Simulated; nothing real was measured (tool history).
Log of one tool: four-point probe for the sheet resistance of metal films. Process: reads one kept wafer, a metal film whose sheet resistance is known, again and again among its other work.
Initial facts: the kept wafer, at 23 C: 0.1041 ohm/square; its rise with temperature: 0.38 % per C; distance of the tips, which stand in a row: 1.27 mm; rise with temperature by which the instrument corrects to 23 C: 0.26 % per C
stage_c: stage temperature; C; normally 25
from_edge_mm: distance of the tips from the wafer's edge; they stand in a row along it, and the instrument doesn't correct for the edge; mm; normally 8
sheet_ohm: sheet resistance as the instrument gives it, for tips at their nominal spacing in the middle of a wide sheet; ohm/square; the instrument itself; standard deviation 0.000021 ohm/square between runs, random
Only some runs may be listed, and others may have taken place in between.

{"run": 1, "day": 0.0, "stage_c": 25, "from_edge_mm": 8, "sheet_ohm": 0.105375}
{"run": 2, "day": 1.2, "stage_c": 22, "from_edge_mm": 8, "sheet_ohm": 0.105037}
{"run": 3, "day": 2.321, "stage_c": 22, "from_edge_mm": 8, "sheet_ohm": 0.104985}
{"run": 4, "day": 3.304, "stage_c": 25, "from_edge_mm": 27, "sheet_ohm": 0.104048}
{"run": 5, "day": 4.042, "stage_c": 25, "from_edge_mm": 8, "sheet_ohm": 0.105367}
{"run": 6, "day": 4.992, "stage_c": 25, "from_edge_mm": 8, "sheet_ohm": 0.105401}
{"run": 7, "day": 5.788, "stage_c": 25, "from_edge_mm": 8, "sheet_ohm": 0.105379}
{"run": 8, "day": 6.829, "stage_c": 25, "from_edge_mm": 8, "sheet_ohm": 0.105357}
{"run": 9, "day": 7.6, "stage_c": 25, "from_edge_mm": 8, "sheet_ohm": 0.105386}
{"run": 10, "day": 8.208, "stage_c": 25, "from_edge_mm": 8, "sheet_ohm": 0.105381}
{"run": 11, "day": 9.275, "stage_c": 25, "from_edge_mm": 8, "sheet_ohm": 0.105366}
{"run": 12, "day": 10.246, "stage_c": 25, "from_edge_mm": 23, "sheet_ohm": 0.10415}
{"run": 13, "day": 11.121, "stage_c": 19, "from_edge_mm": 39, "sheet_ohm": 0.103342}
{"run": 14, "day": 12.046, "stage_c": 19, "from_edge_mm": 39, "sheet_ohm": 0.103356}
{"run": 15, "day": 12.875, "stage_c": 28, "from_edge_mm": 14, "sheet_ohm": 0.104812}
{"run": 16, "day": 13.567, "stage_c": 24, "from_edge_mm": 14, "sheet_ohm": 0.104329}
{"run": 17, "day": 14.5, "stage_c": 24, "from_edge_mm": 14, "sheet_ohm": 0.104345}
{"run": 18, "day": 15.7, "stage_c": 20, "from_edge_mm": 28, "sheet_ohm": 0.103558}
{"run": 19, "day": 16.883, "stage_c": 33, "from_edge_mm": 36, "sheet_ohm": 0.104978}
{"run": 20, "day": 17.383, "stage_c": 33, "from_edge_mm": 36, "sheet_ohm": 0.105043}
{"run": 21, "day": 18.479, "stage_c": 19, "from_edge_mm": 52, "sheet_ohm": 0.103329}
{"run": 22, "day": 19.417, "stage_c": 31, "from_edge_mm": 30, "sheet_ohm": 0.104815}

Run by run, hidden condition taken away, random variation retained:
The hidden state here: inner tips' distance over the nominal, %; tips' flats over new ones', %; wafer's true temperature over the reading, C; drift of the gauge itself on sheet_ohm, %.
run=1 sheet_ohm=0.105759
run=2 sheet_ohm=0.105415
run=3 sheet_ohm=0.105359
run=4 sheet_ohm=0.104417
run=5 sheet_ohm=0.105737
run=6 sheet_ohm=0.105769
run=7 sheet_ohm=0.105744
run=8 sheet_ohm=0.105718
run=9 sheet_ohm=0.105745
run=10 sheet_ohm=0.105737
run=11 sheet_ohm=0.105719
run=12 sheet_ohm=0.104496
run=13 sheet_ohm=0.103681
run=14 sheet_ohm=0.103692
run=15 sheet_ohm=0.105153
run=16 sheet_ohm=0.104665
run=17 sheet_ohm=0.104678
run=18 sheet_ohm=0.103883
run=19 sheet_ohm=0.105308
run=20 sheet_ohm=0.105371
run=21 sheet_ohm=0.103643
run=22 sheet_ohm=0.105135

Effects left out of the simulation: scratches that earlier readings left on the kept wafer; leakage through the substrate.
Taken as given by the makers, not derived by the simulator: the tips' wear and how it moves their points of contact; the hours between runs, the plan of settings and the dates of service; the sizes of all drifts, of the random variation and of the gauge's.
